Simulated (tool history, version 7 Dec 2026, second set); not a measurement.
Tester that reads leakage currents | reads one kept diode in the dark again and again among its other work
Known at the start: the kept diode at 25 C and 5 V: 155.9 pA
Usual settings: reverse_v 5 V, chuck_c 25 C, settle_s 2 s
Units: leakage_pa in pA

| run | hour | reverse_v | chuck_c | settle_s | leakage_pa |
|---|---|---|---|---|---|
| 1 | 0 | 5 | 25 | 2 | 156.65 |
| 2 | 54 | 8.24 | 25 | 2 | 205.66 |
| 3 | 110.6 | 8.24 | 25 | 7.37 | 204.34 |
| 4 | 168.8 | 8.24 | 25 | 7.37 | 204.05 |
| 5 | 207.7 | 8.24 | 25 | 7.37 | 203.91 |
|  | 220.1 | probe card cleaned and baked |
| 6 | 261.4 | 5 | 50 | 2 | 1243.42 |
| 7 | 314 | 5 | 25 | 2 | 158.04 |
| 8 | 380.9 | 5 | 25 | 9.77 | 156.29 |
| 9 | 461 | 5 | 25 | 2 | 156.97 |
| 10 | 527.2 | 5 | 25 | 2 | 156.36 |
| 11 | 586.7 | 5 | 25 | 2 | 156.82 |
| 12 | 629.9 | 5 | 25 | 2 | 156.78 |
| 13 | 670.3 | 5 | 25 | 2 | 156.52 |
| 14 | 729.7 | 5 | 25 | 2 | 156.76 |
| 15 | 807.9 | 5 | 25 | 2 | 156.14 |
| 16 | 847.8 | 5 | 25 | 2 | 156.72 |
| 17 | 911.5 | 5 | 25 | 2 | 156.22 |
| 18 | 951 | 5 | 23 | 2 | 130.99 |
| 19 | 1010.1 | 5 | 25 | 2 | 156.19 |
|  | 1031.5 | chuck's temperature calibrated |
| 20 | 1097 | 5 | 25 | 2 | 156.44 |
| 21 | 1141 | 5 | 25 | 2 | 156.88 |
| 22 | 1208.2 | 5.07 | 27 | 2 | 189.58 |
| 23 | 1243.2 | 5.07 | 27 | 2 | 188.63 |
| 24 | 1323.9 | 4.58 | 42 | 8.73 | 633.52 |
| 25 | 1384.9 | 3.15 | 37 | 0.96 | 342.17 |
| 26 | 1439.2 | 14.64 | 25 | 0.88 | 285.62 |
| 27 | 1512.3 | 14.64 | 51 | 2.49 | 2391.95 |
| 28 | 1565.6 | 4.91 | 25 | 0.63 | 156.23 |
| 29 | 1637.2 | 17.18 | 55 | 1.46 | 3524.89 |
| 30 | 1699.5 | 1.44 | 47 | 1.46 | 501.12 |
| 31 | 1769.4 | 1.44 | 47 | 1.46 | 497.57 |
| 32 | 1822.4 | 1.44 | 47 | 1.46 | 497.01 |
| 33 | 1864.7 | 1.44 | 41 | 1.46 | 311.64 |
| 34 | 1941 | 1.44 | 41 | 1.46 | 310.32 |
| 35 | 1997.4 | 1.44 | 41 | 1.46 | 310.5 |
| 36 | 2053.5 | 1.44 | 41 | 1.46 | 310.07 |
| 37 | 2138.9 | 4.82 | 25 | 2 | 152.96 |
| 38 | 2202.8 | 5.11 | 27 | 0.52 | 192.44 |
| 39 | 2252.4 | 2.2 | 58 | 3.57 | 1449.83 |
| 40 | 2292.7 | 2.2 | 58 | 3.57 | 1442.68 |
| 41 | 2353.7 | 5 | 25 | 0.33 | 161.53 |

Some steps in leakage_pa between neighbouring runs. How much of each would the tool show without its hidden state too (settings, what came in, random variation), and how much is left for the hidden state, with any gauge scatter that isn't in both results?
The hidden state here: stray current of the dirty probe card, pA a volt; current scale over the true one, %; true chuck temperature over the reading, C; drift of the gauge itself on leakage_pa, %.
Run 27 -> 28: reverse_v 14.64 -> 4.91, chuck_c 51 -> 25, settle_s 2.49 -> 0.63. leakage_pa -2235.72 pA: hidden state +1.66, all else -2237.38.
Run 28 -> 29: reverse_v 4.91 -> 17.18, chuck_c 25 -> 55, settle_s 0.63 -> 1.46. leakage_pa +3368.66 pA: hidden state -3.11, all else +3371.77.
Run 29 -> 30: reverse_v 17.18 -> 1.44, chuck_c 55 -> 47. leakage_pa -3023.77 pA: hidden state +2.69, all else -3026.46.
Run 40 -> 41: reverse_v 2.2 -> 5, chuck_c 58 -> 25, settle_s 3.57 -> 0.33. leakage_pa -1281.15 pA: hidden state +2.32, all else -1283.47.
